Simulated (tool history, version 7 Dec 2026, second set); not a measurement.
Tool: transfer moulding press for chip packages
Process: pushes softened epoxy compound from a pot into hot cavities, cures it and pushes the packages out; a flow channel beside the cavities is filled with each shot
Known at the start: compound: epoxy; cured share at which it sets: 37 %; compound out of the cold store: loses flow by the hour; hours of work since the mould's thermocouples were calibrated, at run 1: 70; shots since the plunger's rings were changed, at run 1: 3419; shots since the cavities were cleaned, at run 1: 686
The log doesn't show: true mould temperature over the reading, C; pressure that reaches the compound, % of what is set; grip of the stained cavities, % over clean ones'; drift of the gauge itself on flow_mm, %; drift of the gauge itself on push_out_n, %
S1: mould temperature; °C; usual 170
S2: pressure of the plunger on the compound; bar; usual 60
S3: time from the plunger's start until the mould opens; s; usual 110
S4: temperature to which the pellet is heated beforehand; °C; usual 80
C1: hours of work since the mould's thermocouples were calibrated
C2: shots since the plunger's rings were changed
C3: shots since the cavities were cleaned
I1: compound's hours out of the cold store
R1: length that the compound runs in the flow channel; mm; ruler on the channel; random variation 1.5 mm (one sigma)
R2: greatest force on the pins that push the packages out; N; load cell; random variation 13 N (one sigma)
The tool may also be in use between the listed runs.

run,hour,S1,S2,S3,S4,C1,C2,C3,I1,R1,R2
1,0,170,60,110,80,70,3419,686,16.1,667,625
# hour 7: plunger's sealing rings changed
2,11.7,170,60,110,80,74,41,767,10.4,675,613
3,19.9,176,60,110,80,78,113,839,28.2,627,434
4,26.7,176,60,110,80,81,174,900,31.9,619,440
5,35.6,176,60,138,80,86,253,979,13.2,651,359
6,43.1,170,60,110,75,89,319,1045,46.8,615,600
7,53.2,170,60,110,75,94,408,1134,28.6,646,626
# hour 59.3: cavities cleaned with cleaning compound and waxed
8,63.7,170,60,131,75,99,487,39,44.9,619,432
9,68.7,172,60,110,80,101,531,83,33.8,630,515
10,78.2,172,60,110,80,106,615,167,25.5,644,538
11,86,170,65.6,110,83,109,684,236,42,650,572
12,93.4,170,60,110,79,113,749,301,24.5,653,609
13,98.4,173,60,110,80,115,794,346,22,646,511
14,103.1,173,60,110,80,118,835,387,13.7,663,522
15,108.8,173,60,110,80,120,885,437,29.7,635,496
16,115.9,170,49.5,110,80,124,949,501,9.7,615,638
17,126,170,49.5,147,80,129,1038,590,40.1,568,398
18,135.9,170,49.5,147,80,134,1125,677,34.7,575,400

Forecast each of these 5 alternatives for the next run:
A,142.8,170,68.4,91,80,137,1186,738,39,?,?
B,142.8,170,50.7,93,80,137,1186,738,25.8,?,?
C,142.8,170,51.4,93,82,137,1186,738,19.2,?,?
D,142.8,174,49.5,147,88,137,1186,738,45.6,?,?
E,142.8,170,45.3,147,72,137,1186,738,45.5,?,?

run,R1,R2
A,668,905
B,593,945
C,610,911
D,547,371
E,533,402
Without the tool's hidden state the same runs would have given:
run,R1,R2
A,668,895
B,593,934
C,610,901
D,547,367
E,533,397
